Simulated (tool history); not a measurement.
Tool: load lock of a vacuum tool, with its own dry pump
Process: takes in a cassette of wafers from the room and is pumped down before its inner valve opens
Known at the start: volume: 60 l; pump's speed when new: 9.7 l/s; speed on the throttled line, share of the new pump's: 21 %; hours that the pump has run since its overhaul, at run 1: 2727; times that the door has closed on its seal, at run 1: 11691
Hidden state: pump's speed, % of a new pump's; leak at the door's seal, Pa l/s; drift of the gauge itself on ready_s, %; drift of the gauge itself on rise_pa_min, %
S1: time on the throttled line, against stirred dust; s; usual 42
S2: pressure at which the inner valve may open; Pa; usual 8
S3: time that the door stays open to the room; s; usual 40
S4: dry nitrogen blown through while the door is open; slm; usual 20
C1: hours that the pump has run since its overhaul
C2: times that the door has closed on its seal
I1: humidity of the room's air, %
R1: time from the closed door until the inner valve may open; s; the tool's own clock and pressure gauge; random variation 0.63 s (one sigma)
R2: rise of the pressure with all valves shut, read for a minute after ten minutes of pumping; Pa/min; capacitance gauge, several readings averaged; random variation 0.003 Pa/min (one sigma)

run 1 hour=0.0 | S1=42 S2=8 S3=40 S4=20 | C1=2727 C2=11691 | I1=43.7 | R1=91.6 R2=0.058
run 2 hour=182.4 | S1=42 S2=8 S3=40 S4=20 | C1=2910 C2=12100 | I1=44.7 | R1=92.1 R2=0.062
run 3 hour=384.6 | S1=42 S2=11 S3=40 S4=20 | C1=3112 C2=12553 | I1=45.5 | R1=91.0 R2=0.061
run 4 hour=515.9 | S1=25 S2=8 S3=40 S4=20 | C1=3243 C2=12847 | I1=43.7 | R1=77.7 R2=0.060
run 5 hour=755.4 | S1=25 S2=8 S3=40 S4=9 | C1=3483 C2=13384 | I1=43.9 | R1=80.2 R2=0.067
run 6 hour=862.3 | S1=25 S2=8 S3=40 S4=9 | C1=3589 C2=13624 | I1=44.7 | R1=79.6 R2=0.076
run 7 hour=1019.0 | S1=25 S2=8 S3=40 S4=9 | C1=3746 C2=13975 | I1=46.1 | R1=80.3 R2=0.083
run 8 hour=1163.4 | S1=25 S2=8 S3=40 S4=9 | C1=3891 C2=14299 | I1=42.9 | R1=80.8 R2=0.075
run 9 hour=1392.7 | S1=42 S2=8 S3=101 S4=20 | C1=4120 C2=14813 | I1=48.9 | R1=92.5 R2=0.086
run 10 hour=1557.5 | S1=42 S2=8 S3=40 S4=20 | C1=4285 C2=15182 | I1=45.4 | R1=92.6 R2=0.068
run 11 hour=1734.8 | S1=42 S2=8 S3=40 S4=20 | C1=4462 C2=15579 | I1=46.4 | R1=92.2 R2=0.065
run 12 hour=1905.9 | S1=42 S2=8 S3=40 S4=20 | C1=4633 C2=15963 | I1=43.1 | R1=92.4 R2=0.072
run 13 hour=2083.7 | S1=59 S2=8 S3=40 S4=20 | C1=4811 C2=16361 | I1=43.4 | R1=106.1 R2=0.074
run 14 hour=2329.8 | S1=59 S2=8 S3=40 S4=20 | C1=5057 C2=16913 | I1=45.1 | R1=106.4 R2=0.073
run 15 hour=2462.7 | S1=59 S2=8 S3=40 S4=20 | C1=5190 C2=17211 | I1=43.9 | R1=107.6 R2=0.071
run 16 hour=2695.8 | S1=59 S2=11 S3=40 S4=20 | C1=5423 C2=17733 | I1=47.5 | R1=103.9 R2=0.079
run 17 hour=2956.2 | S1=59 S2=11 S3=200 S4=41 | C1=5683 C2=18317 | I1=47.0 | R1=104.8 R2=0.089
run 18 hour=3170.9 | S1=56 S2=11 S3=57 S4=12 | C1=5898 C2=18798 | I1=42.5 | R1=102.4 R2=0.089
run 19 hour=3350.0 | S1=56 S2=8 S3=74 S4=12 | C1=6077 C2=19199 | I1=46.1 | R1=103.2 R2=0.105
run 20 hour=3597.4 | S1=56 S2=8 S3=74 S4=12 | C1=6325 C2=19754 | I1=43.8 | R1=105.0 R2=0.099
run 21 hour=3714.9 | S1=76 S2=8 S3=108 S4=12 | C1=6442 C2=20017 | I1=46.1 | R1=119.9 R2=0.113
run 22 hour=3871.5 | S1=76 S2=8 S3=108 S4=12 | C1=6599 C2=20368 | I1=45.0 | R1=119.6 R2=0.114
run 23 hour=3979.1 | S1=76 S2=8 S3=108 S4=12 | C1=6706 C2=20609 | I1=45.6 | R1=119.6 R2=0.113
run 24 hour=4181.5 | S1=30 S2=8 S3=108 S4=38 | C1=6909 C2=21063 | I1=47.4 | R1=84.0 R2=0.093
run 25 hour=4439.0 | S1=42 S2=8 S3=52 S4=9 | C1=7166 C2=21640 | I1=44.9 | R1=95.3 R2=0.109
run 26 hour=4606.4 | S1=23 S2=8 S3=52 S4=16 | C1=7334 C2=22015 | I1=44.9 | R1=79.4 R2=0.098
run 27 hour=4758.8 | S1=23 S2=12 S3=29 S4=16 | C1=7486 C2=22357 | I1=44.8 | R1=76.6 R2=0.092
run 28 hour=5017.0 | S1=73 S2=10 S3=121 S4=13 | C1=7744 C2=22935 | I1=44.4 | R1=117.1 R2=0.120
run 29 hour=5185.8 | S1=22 S2=9 S3=212 S4=11 | C1=7913 C2=23314 | I1=46.5 | R1=78.5 R2=0.153
run 30 hour=5307.7 | S1=42 S2=10 S3=32 S4=20 | C1=8035 C2=23587 | I1=44.2 | R1=91.9 R2=0.089
run 31 hour=5521.2 | S1=23 S2=10 S3=32 S4=20 | C1=8248 C2=24066 | I1=46.1 | R1=77.9 R2=0.098
run 32 hour=5703.9 | S1=23 S2=10 S3=32 S4=20 | C1=8431 C2=24475 | I1=44.1 | R1=78.5 R2=0.093

4 ways to go on from here, each from the tool as it stands after run 32. What would each give?
run A hour=5831.2 | S1=60 S2=10 S3=32 S4=22 | C1=8558 C2=24760 | I1=43.3 | R1=? R2=?
run B hour=5831.2 | S1=47 S2=13 S3=40 S4=20 | C1=8558 C2=24760 | I1=49.1 | R1=? R2=?
run C hour=5831.2 | S1=24 S2=8 S3=40 S4=23 | C1=8558 C2=24760 | I1=50.7 | R1=? R2=?
run D hour=5831.2 | S1=42 S2=14 S3=40 S4=20 | C1=8558 C2=24760 | I1=45.9 | R1=? R2=?

run=A R1=106.0 R2=0.096
run=B R1=94.6 R2=0.104
run=C R1=79.8 R2=0.102
run=D R1=89.4 R2=0.107
Without the tool's hidden state the same runs would have given:
run=A R1=104.4 R2=0.026
run=B R1=92.8 R2=0.036
run=C R1=77.8 R2=0.032
run=D R1=87.6 R2=0.038
